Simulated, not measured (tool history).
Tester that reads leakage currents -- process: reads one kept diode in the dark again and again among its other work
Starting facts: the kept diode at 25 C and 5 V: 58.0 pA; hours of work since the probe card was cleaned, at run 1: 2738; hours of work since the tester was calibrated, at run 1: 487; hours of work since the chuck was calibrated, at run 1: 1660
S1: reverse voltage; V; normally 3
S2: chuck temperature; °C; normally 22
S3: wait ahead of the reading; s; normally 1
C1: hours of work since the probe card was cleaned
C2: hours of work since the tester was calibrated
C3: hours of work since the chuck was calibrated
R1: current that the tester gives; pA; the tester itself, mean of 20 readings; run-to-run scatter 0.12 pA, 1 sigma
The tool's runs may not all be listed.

run   hour     S1  S2    S3    C1   C2    C3      R1
  1      0      3  22     1  2738  487  1660   47.61
  2   15.3      3  22     1  2749  499  1671   47.67
  3   35.1      3  22     1  2765  514  1687   47.61
  4   51.4      3  22     1  2777  527  1699   47.87
  5   80.5      3  22     1  2800  549  1722   47.71
  6  111.8      3  22     1  2824  573  1746   47.82
  7  132.5      3  28     1  2840  589  1762   73.84
  8  164.9      3  22     1  2865  614  1787   48.41
  9  195.8      3  22     1  2889  638  1811   48.31
 10  219.7      3  22     1  2907  657  1830   48.57
 11  232.8      3  22     1  2917  667  1840   48.41
 12  249.8      3  39  0.49  2931  680  1853  164.71
 13    274   2.69  53  0.49  2949  699  1871   408.3
 14  297.7   2.69  53  0.49  2968  717  1890  408.18
 15  315.3   2.69  57  0.35  2981  731  1903  532.72
 16  346.6   2.69  57  0.35  3006  755  1928  530.95
 17  371.6   2.69  57  0.35  3025  774  1947  532.19
 18  390.8  17.11  22  0.58  3040  789  1962  136.86
 19  420.2   3.86  22  0.32  3062  812  1985   59.09
 20  440.6   7.22  40  3.59  3078  828  2000  270.59
 21    473    1.2  39     1  3103  853  2025  107.25
 22  494.7    1.2  39  4.72  3120  869  2042     107

Consider 4 possible next runs. They are alternatives, not a sequence: every one starts from the tool as it was left by run 22. What does each give?
  A   516   4.71  22  6.25  3136  886  2059   ?
  B   516  10.16  41  4.72  3136  886  2059   ?
  C   516  18.88  22     1  3136  886  2059   ?
  D   516    1.2  27  4.72  3136  886  2059   ?

run      R1
  A   62.12
  B  346.53
  C  143.49
  D   44.53
The same runs, with their run-to-run variation unchanged, on a tool lacking any hidden condition would have given:
run      R1
  A   44.33
  B  278.62
  C    90.3
  D   35.46
